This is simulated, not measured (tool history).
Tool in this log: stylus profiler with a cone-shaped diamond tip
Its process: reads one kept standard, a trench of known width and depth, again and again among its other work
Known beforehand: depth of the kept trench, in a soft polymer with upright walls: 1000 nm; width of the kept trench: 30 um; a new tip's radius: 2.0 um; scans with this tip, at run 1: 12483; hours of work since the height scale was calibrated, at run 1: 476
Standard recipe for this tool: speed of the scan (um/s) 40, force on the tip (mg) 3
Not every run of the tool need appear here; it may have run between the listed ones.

run    hour  speed of the scan (um/s)  force on the tip (mg)  scans with this tip  hours of work since the height scale was calibrated  depth of the trench (angstrom)  width of the trench's floor (µm)
  1       0                        40                      3                12483                                                  476                         10111.2                             24.36
  2    49.8                        40                      3                12682                                                  509                         10110.1                             24.38
  3   132.8                        40                      3                13014                                                  564                         10101.6                             24.34
  4   172.9                        40                   1.27                13174                                                  591                           10050                             24.27
  5   258.3                        40                   1.27                13516                                                  648                         10043.5                             24.26
  6   299.6                        40                   1.27                13682                                                  676                         10041.6                             24.17
  7     382                        16                      3                14011                                                  731                         10097.7                             24.23
  8   466.3                        26                      3                14349                                                  787                         10095.5                             24.22
  9   516.9                        26                      3                14551                                                  821                         10094.5                             24.14
 10   597.8                        40                      3                14875                                                  875                           10088                             24.06
 11   652.4                        40                      3                15093                                                  911                           10089                              24.1
 12   716.2                        40                      3                15348                                                  954                         10086.3                             24.04
 13   778.3                        40                      3                15597                                                  995                         10088.7                             23.99
 14   820.2                        85                      3                15764                                                 1023                         10085.4                             23.89
 15   913.6                        85                      3                16138                                                 1086                         10077.6                             23.89
 16   964.5                        85                      3                16341                                                 1120                         10081.3                             23.77
 17  1009.9                        85                      3                16523                                                 1150                         10076.6                             23.75
 18  1071.8                        40                   1.52                16771                                                 1191                         10030.7                              23.8
 19  1161.4                        40                   1.52                17129                                                 1251                         10026.1                             23.75
 20  1210.1                        40                   1.52                17324                                                 1283                         10021.9                             23.75
 21  1282.1                        65                   3.27                17612                                                 1332                         10075.1                             23.73
 22  1332.8                        40                   1.74                17815                                                 1365                         10028.4                             23.67
 23    1383                        40                   2.91                18016                                                 1399                         10066.7                              23.7
 24  1455.7                       106                   2.04                18307                                                 1447                         10037.7                             23.44
 25  1529.9                        82                   6.95                18604                                                 1497                         10156.5                             23.61
 26  1588.9                        82                   6.95                18840                                                 1536                         10158.4                              23.5
     1684.6  -- height scale calibrated on a step standard
 27  1687.1                       108                    2.3                19231                                                    2                         10107.3                             23.38
 28  1763.2                       139                   8.93                19535                                                   52                         10263.4                             23.44
 29    1819                        58                   1.48                19758                                                   90                         10076.2                              23.4
 30  1916.7                        58                   1.48                20149                                                  155                         10073.1                              23.3
 31  1982.1                        86                   1.08                20411                                                  199                         10060.3                             23.15
 32  2066.3                        86                   1.08                20748                                                  255                         10056.2                              23.1
 33  2160.9                        86                   1.08                21126                                                  318                         10050.7                             23.09
     2229.5  -- new tip fitted, height scale calibrated
 34  2243.9                        56                   2.35                   57                                                   10                         10106.7                             26.47
 35  2311.3                        20                   1.65                  327                                                   55                         10086.2                             26.48
 36  2393.3                        20                   1.65                  655                                                  109                         10082.2                             26.38
 37  2448.9                       130                   2.97                  877                                                  146                         10116.6                             26.07
 38    2505                       104                   1.27                 1102                                                  184                         10064.8                             25.98
 39  2558.1                        36                   2.67                 1314                                                  219                         10104.9                             26.22
 40  2606.6                        36                   2.67                 1509                                                  252                         10106.7                             26.21

3 ways to go on from here, each from the tool as it stands after run 40. What would each give?
  A  2685.5                        23                   2.67                 1824                                                  304                               ?                                 ?
  B  2685.5                        65                   2.67                 1824                                                  304                               ?                                 ?
  C  2685.5                        17                   5.78                 1824                                                  304                               ?                                 ?

run  depth of the trench (angstrom)  width of the trench's floor (µm)
  A                         10103.6                             26.17
  B                         10099.6                             26.05
  C                         10181.4                             26.19
Stripped of hidden state, with their random variation kept, the same runs would have yielded:
run  depth of the trench (angstrom)  width of the trench's floor (µm)
  A                         10119.3                             26.48
  B                         10115.3                             26.36
  C                         10197.3                              26.5
